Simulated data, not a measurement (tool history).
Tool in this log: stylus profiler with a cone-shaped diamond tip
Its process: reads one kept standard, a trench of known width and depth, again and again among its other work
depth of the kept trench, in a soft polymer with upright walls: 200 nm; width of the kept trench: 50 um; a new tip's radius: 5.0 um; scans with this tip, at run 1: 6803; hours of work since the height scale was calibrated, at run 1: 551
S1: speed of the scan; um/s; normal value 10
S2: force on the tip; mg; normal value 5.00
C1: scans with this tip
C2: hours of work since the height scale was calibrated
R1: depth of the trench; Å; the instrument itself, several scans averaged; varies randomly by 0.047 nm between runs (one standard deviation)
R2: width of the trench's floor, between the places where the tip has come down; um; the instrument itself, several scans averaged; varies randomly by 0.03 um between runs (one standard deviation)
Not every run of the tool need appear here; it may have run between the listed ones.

Run 1, day 0.000: usual settings; C1 6803; C2 551. Result: R1 2050.9 Å, R2 46.37 um.
Run 2, day 1.225: usual settings but S2 6.85 mg; C1 7026; C2 569. Result: R1 2063.5 Å, R2 46.34 um.
Run 3, day 2.658: usual settings but S2 6.85 mg; C1 7286; C2 590. Result: R1 2063.1 Å, R2 46.33 um.
Run 4, day 3.858: usual settings but S2 6.85 mg; C1 7504; C2 608. Result: R1 2063.3 Å, R2 46.29 um.
Run 5, day 5.704: usual settings but S2 2.46 mg; C1 7839; C2 635. Result: R1 2034.4 Å, R2 46.30 um.
Run 6, day 8.029: usual settings but S2 2.46 mg; C1 8261; C2 669. Result: R1 2034.7 Å, R2 46.23 um.
Run 7, day 10.467: usual settings; C1 8704; C2 705. Result: R1 2053.3 Å, R2 46.20 um.
Run 8, day 11.879: usual settings; C1 8960; C2 726. Result: R1 2052.7 Å, R2 46.18 um.
Run 9, day 13.429: usual settings; C1 9241; C2 749. Result: R1 2052.3 Å, R2 46.12 um.
Run 10, day 15.817: usual settings; C1 9675; C2 784. Result: R1 2053.8 Å, R2 46.09 um.
Run 11, day 17.842: usual settings; C1 10043; C2 814. Result: R1 2053.4 Å, R2 46.09 um.
Run 12, day 18.954: usual settings; C1 10245; C2 830. Result: R1 2053.2 Å, R2 46.05 um.
Run 13, day 20.596: usual settings but S2 3.84 mg; C1 10542; C2 854. Result: R1 2046.4 Å, R2 46.00 um.
Run 14, day 22.817: usual settings but S1 9 um/s, S2 3.84 mg; C1 10946; C2 887. Result: R1 2045.8 Å, R2 46.01 um.
Run 15, day 24.904: usual settings but S2 2.80 mg; C1 11325; C2 917. Result: R1 2038.6 Å, R2 45.97 um.
Run 16, day 26.733: usual settings but S2 2.80 mg; C1 11657; C2 944. Result: R1 2038.2 Å, R2 45.92 um.
Run 17, day 27.921: usual settings but S2 2.80 mg; C1 11873; C2 962. Result: R1 2038.5 Å, R2 45.84 um.
Run 18, day 30.125: usual settings but S2 2.80 mg; C1 12273; C2 994. Result: R1 2038.9 Å, R2 45.85 um.
Run 19, day 32.400: usual settings; C1 12686; C2 1028. Result: R1 2054.7 Å, R2 45.82 um.
Run 20, day 33.479: usual settings; C1 12882; C2 1044. Result: R1 2055.6 Å, R2 45.80 um.
Run 21, day 34.967: usual settings; C1 13152; C2 1066. Result: R1 2055.8 Å, R2 45.73 um.
Run 22, day 37.271: usual settings but S1 9 um/s, S2 2.62 mg; C1 13570; C2 1099. Result: R1 2039.0 Å, R2 45.75 um.
Run 23, day 38.700: usual settings but S1 37 um/s; C1 13830; C2 1120. Result: R1 2055.7 Å, R2 45.63 um.
Run 24, day 39.975: usual settings but S1 37 um/s; C1 14061; C2 1139. Result: R1 2054.9 Å, R2 45.65 um.
Run 25, day 41.746: usual settings but S1 2 um/s, S2 3.94 mg; C1 14383; C2 1165. Result: R1 2048.5 Å, R2 45.68 um.
Run 26, day 43.221: usual settings but S1 3 um/s, S2 12.49 mg; C1 14651; C2 1187. Result: R1 2097.6 Å, R2 45.66 um.
Run 27, day 44.779: usual settings but S1 3 um/s, S2 3.70 mg; C1 14933; C2 1210. Result: R1 2047.1 Å, R2 45.70 um.
Run 28, day 46.438: usual settings but S1 18 um/s, S2 4.51 mg; C1 15235; C2 1234. Result: R1 2053.4 Å, R2 45.57 um.
Run 29, day 47.625: usual settings but S1 22 um/s, S2 5.29 mg; C1 15450; C2 1252. Result: R1 2058.9 Å, R2 45.55 um.
Run 30, day 49.679: usual settings but S1 11 um/s, S2 5.29 mg; C1 15823; C2 1282. Result: R1 2058.6 Å, R2 45.58 um.
Run 31, day 50.917: usual settings but S1 11 um/s, S2 5.29 mg; C1 16048; C2 1300. Result: R1 2058.2 Å, R2 45.54 um.
Run 32, day 52.546: usual settings but S2 2.25 mg; C1 16343; C2 1324. Result: R1 2036.3 Å, R2 45.52 um.
Run 33, day 54.567: usual settings but S1 4 um/s; C1 16710; C2 1354. Result: R1 2058.1 Å, R2 45.50 um.
Run 34, day 56.146: usual settings but S1 4 um/s; C1 16997; C2 1377. Result: R1 2057.3 Å, R2 45.50 um.
Run 35, day 57.971: usual settings but S1 25 um/s, S2 2.53 mg; C1 17328; C2 1404. Result: R1 2040.0 Å, R2 45.37 um.
Run 36, day 59.729: usual settings but S2 2.05 mg; C1 17648; C2 1430. Result: R1 2037.0 Å, R2 45.39 um.
Run 37, day 61.104: usual settings but S1 2 um/s, S2 2.05 mg; C1 17897; C2 1450. Result: R1 2036.9 Å, R2 45.41 um.
At day 61.679: height scale calibrated on a step standard.
Run 38, day 63.017: usual settings but S1 3 um/s, S2 4.37 mg; C1 18241; C2 20. Result: R1 2045.0 Å, R2 45.41 um.
Run 39, day 64.025: usual settings but S1 5 um/s, S2 11.11 mg; C1 18424; C2 35. Result: R1 2082.1 Å, R2 45.35 um.
Run 40, day 66.383: usual settings but S1 22 um/s, S2 2.24 mg; C1 18852; C2 69. Result: R1 2029.2 Å, R2 45.20 um.
Run 41, day 68.146: usual settings but S1 22 um/s, S2 9.27 mg; C1 19172; C2 95. Result: R1 2074.1 Å, R2 45.28 um.

Each row is a separate what-if for the run after 41, all from the same tool condition, not one after another. Results?
Run A, day 69.817: usual settings but S1 4 um/s, S2 2.47 mg; C1 19476; C2 120. Result: R1 ?, R2 ?.
Run B, day 69.817: usual settings but S1 21 um/s, S2 9.27 mg; C1 19476; C2 120. Result: R1 ?, R2 ?.
Run C, day 69.817: usual settings but S1 19 um/s, S2 2.05 mg; C1 19476; C2 120. Result: R1 ?, R2 ?.
Run D, day 69.817: usual settings but S1 18 um/s, S2 4.00 mg; C1 19476; C2 120. Result: R1 ?, R2 ?.
Run E, day 69.817: usual settings but S1 3 um/s, S2 2.09 mg; C1 19476; C2 120. Result: R1 ?, R2 ?.

run      R1     R2
  A  2031.1  45.32
  B  2074.9  45.29
  C  2028.7  45.17
  D  2043.8  45.22
  E  2029.2  45.32
The same runs, with their run-to-run variation unchanged, on a tool lacking any hidden condition would have given:
run      R1     R2
  A  2029.2  47.19
  B  2072.9  47.16
  C  2026.7  47.04
  D  2041.9  47.09
  E  2027.2  47.19
